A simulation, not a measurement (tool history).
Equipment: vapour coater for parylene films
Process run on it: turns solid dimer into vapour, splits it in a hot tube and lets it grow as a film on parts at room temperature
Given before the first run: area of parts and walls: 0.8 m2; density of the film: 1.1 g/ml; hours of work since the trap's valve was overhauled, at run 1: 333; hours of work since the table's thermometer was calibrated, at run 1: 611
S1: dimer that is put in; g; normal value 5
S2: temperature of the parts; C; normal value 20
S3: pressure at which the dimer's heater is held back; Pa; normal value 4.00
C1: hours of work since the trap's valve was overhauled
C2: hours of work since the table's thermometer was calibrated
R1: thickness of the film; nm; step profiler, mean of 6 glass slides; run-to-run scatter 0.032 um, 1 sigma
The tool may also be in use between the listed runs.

Run 1, day 0.000: usual settings; C1 333; C2 611. Result: R1 2760 nm.
Run 2, day 1.438: usual settings; C1 349; C2 627. Result: R1 2710 nm.
Run 3, day 2.321: usual settings; C1 359; C2 637. Result: R1 2710 nm.
Run 4, day 3.425: usual settings but S2 17 C; C1 371; C2 649. Result: R1 2850 nm.
Run 5, day 4.896: usual settings but S2 17 C; C1 387; C2 666. Result: R1 2880 nm.
Run 6, day 5.579: usual settings; C1 395; C2 673. Result: R1 2670 nm.
Run 7, day 6.842: usual settings; C1 409; C2 687. Result: R1 2680 nm.
Run 8, day 7.862: usual settings; C1 420; C2 699. Result: R1 2690 nm.
At day 9.321: trap's valve overhauled.
Run 9, day 9.321: usual settings; C1 0; C2 713. Result: R1 3170 nm.
Run 10, day 10.433: usual settings; C1 12; C2 725. Result: R1 3090 nm.
Run 11, day 11.329: usual settings but S3 2.08 Pa; C1 22; C2 735. Result: R1 3190 nm.
Run 12, day 12.392: usual settings but S3 2.08 Pa; C1 34; C2 747. Result: R1 3210 nm.
Run 13, day 13.488: usual settings but S3 3.17 Pa; C1 46; C2 759. Result: R1 3080 nm.
Run 14, day 14.729: usual settings but S3 3.17 Pa; C1 60; C2 773. Result: R1 3080 nm.
Run 15, day 16.017: usual settings; C1 74; C2 787. Result: R1 3060 nm.
Run 16, day 17.117: usual settings but S2 27 C; C1 87; C2 800. Result: R1 2700 nm.
Run 17, day 18.425: usual settings but S2 27 C; C1 101; C2 814. Result: R1 2680 nm.
Run 18, day 19.371: usual settings but S2 27 C; C1 112; C2 825. Result: R1 2680 nm.
Run 19, day 20.346: usual settings; C1 123; C2 836. Result: R1 3040 nm.
Run 20, day 21.392: usual settings; C1 134; C2 847. Result: R1 2940 nm.
Run 21, day 22.900: usual settings; C1 151; C2 864. Result: R1 2960 nm.
Run 22, day 23.546: usual settings; C1 158; C2 871. Result: R1 2910 nm.
Run 23, day 24.446: usual settings but S3 6.81 Pa; C1 168; C2 881. Result: R1 2880 nm.
Run 24, day 25.762: usual settings but S2 27 C, S3 9.29 Pa; C1 183; C2 896. Result: R1 2570 nm.
Run 25, day 26.662: usual settings but S2 26 C, S3 4.03 Pa; C1 193; C2 906. Result: R1 2730 nm.
Run 26, day 27.417: usual settings but S2 26 C, S3 4.03 Pa; C1 201; C2 914. Result: R1 2670 nm.
Run 27, day 28.175: usual settings but S2 26 C, S3 4.03 Pa; C1 210; C2 923. Result: R1 2590 nm.
Run 28, day 28.958: usual settings but S2 26 C, S3 4.03 Pa; C1 218; C2 931. Result: R1 2640 nm.
Run 29, day 30.471: usual settings but S2 18 C; C1 235; C2 948. Result: R1 2980 nm.
Run 30, day 31.179: usual settings but S3 4.50 Pa; C1 243; C2 956. Result: R1 2890 nm.
Run 31, day 32.404: usual settings but S1 3 g, S2 17 C, S3 7.69 Pa; C1 257; C2 970. Result: R1 1750 nm.
Run 32, day 33.204: usual settings but S1 3 g, S2 28 C, S3 7.69 Pa; C1 266; C2 979. Result: R1 1470 nm.
Run 33, day 34.233: usual settings but S1 3 g, S2 28 C, S3 7.69 Pa; C1 277; C2 990. Result: R1 1470 nm.
Run 34, day 35.500: usual settings but S2 25 C, S3 4.39 Pa; C1 291; C2 1004. Result: R1 2550 nm.
Run 35, day 36.962: usual settings but S2 25 C, S3 4.39 Pa; C1 307; C2 1020. Result: R1 2570 nm.
Run 36, day 37.854: usual settings but S1 7 g, S2 17 C; C1 317; C2 1030. Result: R1 4020 nm.
At day 38.862: table's thermometer calibrated.
Run 37, day 39.167: usual settings but S1 7 g, S2 17 C; C1 331; C2 3. Result: R1 4060 nm.
Run 38, day 39.929: usual settings but S1 7 g, S2 17 C; C1 340; C2 12. Result: R1 3990 nm.
Run 39, day 41.300: usual settings but S1 6 g, S2 15 C, S3 4.60 Pa; C1 355; C2 27. Result: R1 3500 nm.
Run 40, day 42.612: usual settings but S1 2 g, S2 31 C, S3 4.77 Pa; C1 370; C2 42. Result: R1 930 nm.
Run 41, day 44.004: usual settings but S1 3 g, S3 3.27 Pa; C1 385; C2 57. Result: R1 1620 nm.
Run 42, day 44.817: usual settings but S1 3 g, S3 6.86 Pa; C1 394; C2 66. Result: R1 1550 nm.
Run 43, day 45.696: usual settings but S2 31 C, S3 5.75 Pa; C1 404; C2 76. Result: R1 2230 nm.
Run 44, day 46.817: usual settings but S1 7 g, S2 22 C, S3 5.75 Pa; C1 417; C2 88. Result: R1 3530 nm.
Run 45, day 47.779: usual settings but S1 2 g, S2 15 C, S3 3.18 Pa; C1 427; C2 99. Result: R1 1180 nm.
At day 48.604: trap's valve overhauled.
Run 46, day 49.246: usual settings but S1 4 g, S2 13 C, S3 2.23 Pa; C1 7; C2 114. Result: R1 2860 nm.

Below are 3 alternative next runs, each starting from the tool's condition after run 46. Predict each:
Run A, day 50.625: usual settings but S1 3 g, S2 19 C, S3 2.23 Pa; C1 22; C2 129. Result: R1 ?.
Run B, day 50.625: usual settings but S3 9.93 Pa; C1 22; C2 129. Result: R1 ?.
Run C, day 50.625: usual settings but S1 6 g, S2 14 C, S3 2.83 Pa; C1 22; C2 129. Result: R1 ?.

run    R1
  A  1980
  B  2950
  C  4150
Without the tool's hidden state the same runs would have given:
run    R1
  A  1990
  B  2970
  C  4180
